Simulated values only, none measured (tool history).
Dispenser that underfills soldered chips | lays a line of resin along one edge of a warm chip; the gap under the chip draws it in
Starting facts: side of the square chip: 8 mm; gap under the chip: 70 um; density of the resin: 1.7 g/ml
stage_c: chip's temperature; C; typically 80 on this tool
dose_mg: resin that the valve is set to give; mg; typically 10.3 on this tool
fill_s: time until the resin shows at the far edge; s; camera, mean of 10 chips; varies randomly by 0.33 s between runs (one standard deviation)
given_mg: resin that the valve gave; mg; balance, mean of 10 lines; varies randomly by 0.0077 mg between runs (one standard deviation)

run,hour,stage_c,dose_mg,fill_s,given_mg
1,0,80,10.3,23.3,10.2
# hour 2.4: new syringe of resin
2,2.4,80,10.3,14.6,10.19
3,6.8,80,12.2,17.7,12.049
4,10.6,80,12.2,21.8,12.054
# hour 14.3: new syringe of resin
5,14.3,80,12.2,13.5,12.047
6,17.6,80,12.2,16.5,12.023
7,20.1,80,12.2,18.2,12.034
8,23.2,80,12.2,22,12.018
# hour 26.5: dispensing valve cleaned and set on the balance
# hour 27.1: new syringe of resin
9,27.1,80,12.8,13.2,12.768
10,29.5,80,12.8,15.8,12.763
11,33.7,80,12.8,19,12.752
12,38.3,80,12.8,24,12.732
# hour 39.2: new syringe of resin
13,40.6,73,10.3,20.7,10.23
14,44.6,89,10.8,13.8,10.723
15,48.6,82,10.8,21.4,10.724
# hour 51.1: new syringe of resin
16,51.4,85,12.2,11.2,12.113
17,53.6,85,12.2,13.3,12.1
18,56,80,12.3,17.9,12.188
19,60.1,72,10.9,30.5,10.789
# hour 63.1: new syringe of resin
20,63.8,72,10.9,20.3,10.804
21,68.3,77,11.5,19.8,11.375
22,70.9,74,11.2,26,11.051

Run 23 comes next. What will it give?
23,73.2,70,12.4,?,?

{"run 23": {"fill_s": 34, "given_mg": 12.237}}
Were there no unlogged condition in the tool, this run, its random variation unchanged, would have produced fill_s 20.1 s, given_mg 12.392 mg.
